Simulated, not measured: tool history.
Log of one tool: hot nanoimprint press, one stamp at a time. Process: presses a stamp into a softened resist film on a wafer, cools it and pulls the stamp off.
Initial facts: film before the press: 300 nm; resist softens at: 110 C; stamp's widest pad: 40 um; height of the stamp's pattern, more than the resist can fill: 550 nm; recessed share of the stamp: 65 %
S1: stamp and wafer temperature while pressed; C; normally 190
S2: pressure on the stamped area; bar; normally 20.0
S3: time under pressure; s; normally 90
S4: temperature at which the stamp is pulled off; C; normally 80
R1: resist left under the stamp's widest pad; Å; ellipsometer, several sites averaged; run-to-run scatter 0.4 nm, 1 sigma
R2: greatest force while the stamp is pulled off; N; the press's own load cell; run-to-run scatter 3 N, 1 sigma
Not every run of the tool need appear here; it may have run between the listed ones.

| run | hour | S1 | S2 | S3 | S4 | R1 | R2 |
|---|---|---|---|---|---|---|---|
| 1 | 0.0 | 190 | 20.0 | 90 | 80 | 1706 | 260 |
| 2 | 26.9 | 190 | 20.0 | 90 | 80 | 1713 | 268 |
| 3 | 55.7 | 190 | 20.0 | 90 | 80 | 1711 | 270 |
| 4 | 89.6 | 190 | 20.0 | 90 | 80 | 1716 | 268 |
|  | 110.1 | stamp cleaned and given a new release coat |
| 5 | 115.9 | 190 | 20.0 | 90 | 80 | 1722 | 220 |
| 6 | 133.0 | 190 | 20.0 | 90 | 80 | 1720 | 219 |
| 7 | 151.3 | 190 | 20.0 | 90 | 80 | 1715 | 219 |
| 8 | 169.1 | 190 | 20.0 | 90 | 80 | 1717 | 228 |
| 9 | 188.3 | 190 | 20.0 | 90 | 80 | 1720 | 228 |
| 10 | 211.7 | 190 | 20.0 | 90 | 80 | 1718 | 224 |
| 11 | 229.7 | 190 | 20.0 | 90 | 80 | 1723 | 233 |
| 12 | 264.2 | 181 | 20.0 | 90 | 80 | 2212 | 231 |
| 13 | 292.7 | 190 | 20.0 | 90 | 80 | 1727 | 235 |
| 14 | 315.9 | 190 | 20.0 | 90 | 80 | 1731 | 234 |
| 15 | 350.9 | 190 | 20.0 | 90 | 80 | 1728 | 230 |
| 16 | 387.9 | 185 | 20.0 | 86 | 80 | 2027 | 237 |
| 17 | 414.4 | 185 | 20.0 | 86 | 80 | 2028 | 236 |
| 18 | 431.3 | 185 | 20.0 | 86 | 80 | 2032 | 243 |
| 19 | 467.2 | 179 | 20.3 | 90 | 80 | 2311 | 242 |
| 20 | 486.7 | 198 | 31.4 | 172 | 67 | 834 | 322 |
| 21 | 521.3 | 198 | 31.4 | 172 | 67 | 840 | 326 |
|  | 543.7 | plate thermocouple calibrated |
| 22 | 555.8 | 199 | 17.0 | 78 | 80 | 1447 | 249 |
| 23 | 576.5 | 199 | 17.0 | 78 | 80 | 1451 | 245 |
| 24 | 598.4 | 190 | 20.0 | 49 | 80 | 2063 | 245 |
| 25 | 627.1 | 190 | 20.0 | 49 | 80 | 2054 | 244 |
| 26 | 662.6 | 190 | 20.0 | 49 | 80 | 2062 | 256 |
| 27 | 691.3 | 197 | 20.0 | 90 | 80 | 1375 | 254 |
| 28 | 723.3 | 197 | 20.0 | 90 | 80 | 1373 | 252 |
| 29 | 761.9 | 197 | 20.0 | 90 | 80 | 1381 | 253 |

Consider 5 possible next runs. They are alternatives, not a sequence: every one starts from the tool as it was left by run 29. What does each give?
| A | 779.7 | 192 | 20.0 | 114 | 75 | ? | ? |
| B | 779.7 | 190 | 20.0 | 90 | 80 | ? | ? |
| C | 779.7 | 197 | 20.0 | 91 | 80 | ? | ? |
| D | 779.7 | 195 | 20.0 | 159 | 74 | ? | ? |
| E | 779.7 | 190 | 22.6 | 90 | 80 | ? | ? |

| run | R1 | R2 |
|---|---|---|
| A | 1494 | 288 |
| B | 1735 | 262 |
| C | 1372 | 263 |
| D | 1177 | 300 |
| E | 1657 | 255 |
With the hidden condition removed and each run's random variation left untouched, the same runs would have given:
| run | R1 | R2 |
|---|---|---|
| A | 1453 | 244 |
| B | 1692 | 222 |
| C | 1334 | 222 |
| D | 1142 | 254 |
| E | 1611 | 216 |
